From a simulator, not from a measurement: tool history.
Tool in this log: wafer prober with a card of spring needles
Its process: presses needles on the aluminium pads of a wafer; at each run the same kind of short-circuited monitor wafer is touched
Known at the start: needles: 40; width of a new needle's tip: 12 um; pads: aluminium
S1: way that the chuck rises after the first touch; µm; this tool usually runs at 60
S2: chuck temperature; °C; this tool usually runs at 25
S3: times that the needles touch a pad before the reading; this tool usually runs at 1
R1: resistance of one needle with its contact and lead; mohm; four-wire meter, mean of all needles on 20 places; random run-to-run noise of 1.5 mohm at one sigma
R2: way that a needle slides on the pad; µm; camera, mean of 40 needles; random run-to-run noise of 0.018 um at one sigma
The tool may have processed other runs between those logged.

Run 1, hour 0: usual settings. Result: R1 181 mohm, R2 15.83 µm.
At hour 3.2: tips cleaned on abrasive film.
At hour 11: tips cleaned on abrasive film.
At hour 17.3: tips cleaned on abrasive film.
At hour 25.1: tips cleaned on abrasive film.
At hour 32.9: tips cleaned on abrasive film.
At hour 34.8: height of the first contact set anew.
Run 2, hour 35.3: usual settings. Result: R1 181 mohm, R2 15.88 µm.
At hour 40: tips cleaned on abrasive film.
At hour 47.8: tips cleaned on abrasive film.
At hour 55.6: tips cleaned on abrasive film.
At hour 63.5: tips cleaned on abrasive film.
At hour 69.7: tips cleaned on abrasive film.
At hour 77.5: tips cleaned on abrasive film.
Run 3, hour 81.9: usual settings. Result: R1 183 mohm, R2 15.85 µm.
At hour 85.1: tips cleaned on abrasive film.
At hour 92.9: tips cleaned on abrasive film.
At hour 100.7: tips cleaned on abrasive film.
At hour 107: tips cleaned on abrasive film.
At hour 114.8: tips cleaned on abrasive film.
At hour 122.6: tips cleaned on abrasive film.
Run 4, hour 128.8: usual settings. Result: R1 185 mohm, R2 15.87 µm.
At hour 130.4: tips cleaned on abrasive film.
At hour 138.2: tips cleaned on abrasive film.
At hour 144.5: tips cleaned on abrasive film.
At hour 152.3: tips cleaned on abrasive film.
At hour 158.6: tips cleaned on abrasive film.
Run 5, hour 161.8: usual settings. Result: R1 180 mohm, R2 15.9 µm.
At hour 165: tips cleaned on abrasive film.
At hour 172.8: tips cleaned on abrasive film.
At hour 180.6: tips cleaned on abrasive film.
At hour 186.9: tips cleaned on abrasive film.
At hour 193.2: tips cleaned on abrasive film.
At hour 200.1: tips cleaned on abrasive film.
Run 6, hour 200.1: usual settings. Result: R1 183 mohm, R2 15.86 µm.
At hour 206.4: tips cleaned on abrasive film.
At hour 214.2: tips cleaned on abrasive film.
At hour 222: tips cleaned on abrasive film.
At hour 228.3: tips cleaned on abrasive film.
At hour 236.1: tips cleaned on abrasive film.
Run 7, hour 239.3: usual settings. Result: R1 181 mohm, R2 15.89 µm.
At hour 242.5: tips cleaned on abrasive film.
At hour 245.9: height of the first contact set anew.
At hour 250.7: tips cleaned on abrasive film.
At hour 258.5: tips cleaned on abrasive film.
At hour 266.3: tips cleaned on abrasive film.
At hour 272.6: tips cleaned on abrasive film.
At hour 280.4: tips cleaned on abrasive film.
Run 8, hour 282.7: usual settings but S1 43 µm. Result: R1 185 mohm, R2 11.39 µm.
At hour 287.4: tips cleaned on abrasive film.
At hour 295.2: tips cleaned on abrasive film.
At hour 303: tips cleaned on abrasive film.
At hour 309.3: tips cleaned on abrasive film.
At hour 315.6: tips cleaned on abrasive film.
At hour 323.4: tips cleaned on abrasive film.
At hour 331.2: tips cleaned on abrasive film.
At hour 337.5: tips cleaned on abrasive film.
Run 9, hour 337.6: usual settings but S1 63 µm. Result: R1 183 mohm, R2 16.74 µm.
At hour 343.9: tips cleaned on abrasive film.
At hour 350.2: tips cleaned on abrasive film.
At hour 358: tips cleaned on abrasive film.
At hour 365.8: tips cleaned on abrasive film.
Run 10, hour 368.5: usual settings. Result: R1 183 mohm, R2 15.99 µm.
At hour 373.2: tips cleaned on abrasive film.
At hour 381.1: tips cleaned on abrasive film.
At hour 388.9: tips cleaned on abrasive film.
At hour 395.2: tips cleaned on abrasive film.
At hour 403: tips cleaned on abrasive film.
At hour 410.8: tips cleaned on abrasive film.
At hour 418.6: tips cleaned on abrasive film.
At hour 426.4: tips cleaned on abrasive film.
Run 11, hour 428.1: usual settings. Result: R1 185 mohm, R2 15.9 µm.
At hour 432.9: tips cleaned on abrasive film.
At hour 440.7: tips cleaned on abrasive film.
At hour 448.5: tips cleaned on abrasive film.
At hour 454.8: tips cleaned on abrasive film.
At hour 456.1: height of the first contact set anew.
Run 12, hour 456.1: usual settings but S1 65 µm, S2 35 °C. Result: R1 183 mohm, R2 17.28 µm.
At hour 462.4: tips cleaned on abrasive film.
At hour 470.2: tips cleaned on abrasive film.
At hour 478: tips cleaned on abrasive film.
At hour 485.9: tips cleaned on abrasive film.
Run 13, hour 489.8: usual settings but S1 50 µm, S2 77 °C, S3 2. Result: R1 194 mohm, R2 13.28 µm.
At hour 493: tips cleaned on abrasive film.
At hour 500.8: tips cleaned on abrasive film.
At hour 508.6: tips cleaned on abrasive film.
At hour 516.4: tips cleaned on abrasive film.
At hour 524.2: tips cleaned on abrasive film.
At hour 532: tips cleaned on abrasive film.
Run 14, hour 532.5: usual settings but S2 114 °C. Result: R1 201 mohm, R2 15.99 µm.
At hour 538.7: tips cleaned on abrasive film.
At hour 545: tips cleaned on abrasive film.
At hour 552.8: tips cleaned on abrasive film.
At hour 560.6: tips cleaned on abrasive film.
Run 15, hour 564.6: usual settings but S1 43 µm, S3 3. Result: R1 185 mohm, R2 11.45 µm.
At hour 567.8: tips cleaned on abrasive film.
At hour 575.6: tips cleaned on abrasive film.
At hour 583.5: tips cleaned on abrasive film.
At hour 591.3: tips cleaned on abrasive film.
At hour 603.3: card fitted with new needles.
At hour 611: tips cleaned on abrasive film.
Run 16, hour 611: usual settings but S1 69 µm, S2 94 °C. Result: R1 195 mohm, R2 18.33 µm.
At hour 618.8: tips cleaned on abrasive film.
At hour 626.6: tips cleaned on abrasive film.
At hour 634.5: tips cleaned on abrasive film.
At hour 642.3: tips cleaned on abrasive film.
At hour 650.1: tips cleaned on abrasive film.
At hour 656.4: tips cleaned on abrasive film.
Run 17, hour 660.5: usual settings but S1 50 µm, S2 56 °C, S3 2. Result: R1 191 mohm, R2 13.34 µm.
At hour 663.7: tips cleaned on abrasive film.
At hour 669.9: tips cleaned on abrasive film.
At hour 677.8: tips cleaned on abrasive film.
At hour 684: tips cleaned on abrasive film.
At hour 691.8: tips cleaned on abrasive film.
At hour 699.2: tips cleaned on abrasive film.
Run 18, hour 699.2: usual settings but S1 78 µm, S2 51 °C, S3 2. Result: R1 184 mohm, R2 20.79 µm.
At hour 705.5: tips cleaned on abrasive film.
At hour 711.7: tips cleaned on abrasive film.
At hour 719.5: tips cleaned on abrasive film.
At hour 727.4: tips cleaned on abrasive film.
At hour 733.6: tips cleaned on abrasive film.
At hour 741.5: tips cleaned on abrasive film.
Run 19, hour 744.3: usual settings but S1 45 µm, S2 86 °C, S3 2. Result: R1 200 mohm, R2 12 µm.
At hour 749: tips cleaned on abrasive film.
At hour 755.3: tips cleaned on abrasive film.
At hour 761.6: tips cleaned on abrasive film.
At hour 769.4: tips cleaned on abrasive film.
At hour 775.6: tips cleaned on abrasive film.
At hour 783.5: tips cleaned on abrasive film.
At hour 790.3: tips cleaned on abrasive film.
Run 20, hour 790.3: usual settings but S1 51 µm, S2 50 °C. Result: R1 189 mohm, R2 13.59 µm.
At hour 798.1: tips cleaned on abrasive film.
At hour 804.4: tips cleaned on abrasive film.
At hour 810.7: tips cleaned on abrasive film.
At hour 814: height of the first contact set anew.
At hour 818.5: tips cleaned on abrasive film.
Run 21, hour 818.5: usual settings but S1 40 µm, S2 27 °C, S3 2. Result: R1 184 mohm, R2 10.68 µm.
At hour 824.7: tips cleaned on abrasive film.
At hour 832.6: tips cleaned on abrasive film.
At hour 840.4: tips cleaned on abrasive film.
At hour 848.2: tips cleaned on abrasive film.
At hour 854.5: tips cleaned on abrasive film.
Run 22, hour 857.4: usual settings but S1 69 µm, S2 55 °C. Result: R1 185 mohm, R2 18.4 µm.

Some steps in R2, run to run, broken into two amounts with sign: the step expected even without the hidden condition (settings, incoming material, random variation), and the rest, left for the hidden condition together with whatever gauge scatter is not in both the measured and the hidden-condition-free result:
Hidden state at play: debris on the tips, nm; way that the needles fall short of the set height, um; tips' diameter, um; drift of the gauge itself on contact_mohm, %; drift of the gauge itself on scrub_um, %.
Run 18 -> 19: S1 78 -> 45, S2 51 -> 86, tips cleaned on abrasive film, tips cleaned on abrasive film, tips cleaned on abrasive film, tips cleaned on abrasive film, tips cleaned on abrasive film, tips cleaned on abrasive film. R2 -8.79 µm: hidden state -0.08, all else -8.71.
Run 21 -> 22: S1 40 -> 69, S2 27 -> 55, S3 2 -> 1, tips cleaned on abrasive film, tips cleaned on abrasive film, tips cleaned on abrasive film, tips cleaned on abrasive film, tips cleaned on abrasive film. R2 +7.72 µm: hidden state +0.09, all else +7.63.
